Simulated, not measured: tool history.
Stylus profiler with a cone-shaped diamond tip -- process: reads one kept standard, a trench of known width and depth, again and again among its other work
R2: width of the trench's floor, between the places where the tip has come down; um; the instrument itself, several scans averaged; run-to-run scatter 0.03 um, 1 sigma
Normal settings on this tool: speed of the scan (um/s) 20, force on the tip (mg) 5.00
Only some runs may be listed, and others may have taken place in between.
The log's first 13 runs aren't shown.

run 14 hour=367.0 | speed_of_the_scan_(um/s)=20 force_on_the_tip_(mg)=11.25 | depth_of_the_trench_(Å)=2046.1 R2=17.80
run 15 hour=401.4 | speed_of_the_scan_(um/s)=42 force_on_the_tip_(mg)=5.00 | depth_of_the_trench_(Å)=2027.6 R2=17.67
run 16 hour=430.0 | speed_of_the_scan_(um/s)=42 force_on_the_tip_(mg)=5.00 | depth_of_the_trench_(Å)=2028.2 R2=17.74
-- hour=433.4 height scale calibrated on a step standard
run 17 hour=460.2 | speed_of_the_scan_(um/s)=42 force_on_the_tip_(mg)=5.00 | depth_of_the_trench_(Å)=2026.8 R2=17.66
run 18 hour=477.6 | speed_of_the_scan_(um/s)=42 force_on_the_tip_(mg)=5.00 | depth_of_the_trench_(Å)=2023.8 R2=17.67
run 19 hour=501.7 | speed_of_the_scan_(um/s)=20 force_on_the_tip_(mg)=12.85 | depth_of_the_trench_(Å)=2051.2 R2=17.85
run 20 hour=523.1 | speed_of_the_scan_(um/s)=20 force_on_the_tip_(mg)=12.85 | depth_of_the_trench_(Å)=2049.1 R2=17.75
run 21 hour=541.4 | speed_of_the_scan_(um/s)=20 force_on_the_tip_(mg)=10.83 | depth_of_the_trench_(Å)=2043.9 R2=17.78
run 22 hour=574.1 | speed_of_the_scan_(um/s)=20 force_on_the_tip_(mg)=5.00 | depth_of_the_trench_(Å)=2024.9 R2=17.76
run 23 hour=603.7 | speed_of_the_scan_(um/s)=20 force_on_the_tip_(mg)=5.00 | depth_of_the_trench_(Å)=2026.2 R2=17.76
run 24 hour=627.0 | speed_of_the_scan_(um/s)=74 force_on_the_tip_(mg)=3.61 | depth_of_the_trench_(Å)=2017.7 R2=17.49
-- hour=643.6 height scale calibrated on a step standard, once more
run 25 hour=649.5 | speed_of_the_scan_(um/s)=74 force_on_the_tip_(mg)=3.61 | depth_of_the_trench_(Å)=2025.1 R2=17.41
run 26 hour=675.7 | speed_of_the_scan_(um/s)=74 force_on_the_tip_(mg)=3.61 | depth_of_the_trench_(Å)=2022.4 R2=17.45
run 27 hour=706.1 | speed_of_the_scan_(um/s)=46 force_on_the_tip_(mg)=1.73 | depth_of_the_trench_(Å)=2013.7 R2=17.49
run 28 hour=724.7 | speed_of_the_scan_(um/s)=52 force_on_the_tip_(mg)=13.22 | depth_of_the_trench_(Å)=2055.6 R2=17.63
run 29 hour=759.7 | speed_of_the_scan_(um/s)=52 force_on_the_tip_(mg)=13.22 | depth_of_the_trench_(Å)=2055.3 R2=17.67
run 30 hour=774.5 | speed_of_the_scan_(um/s)=6 force_on_the_tip_(mg)=13.22 | depth_of_the_trench_(Å)=2055.7 R2=17.77
run 31 hour=797.0 | speed_of_the_scan_(um/s)=6 force_on_the_tip_(mg)=13.22 | depth_of_the_trench_(Å)=2055.7 R2=17.75

Predict the results of run 32:
run 32 hour=823.8 | speed_of_the_scan_(um/s)=40 force_on_the_tip_(mg)=5.00 | depth_of_the_trench_(Å)=? R2=?

Run 32 yielded depth of the trench (Å) 2029.4, R2 17.59 um.
Had the tool carried no hidden state, the very same run would have given depth of the trench (Å) 2029.7, R2 17.88 um.
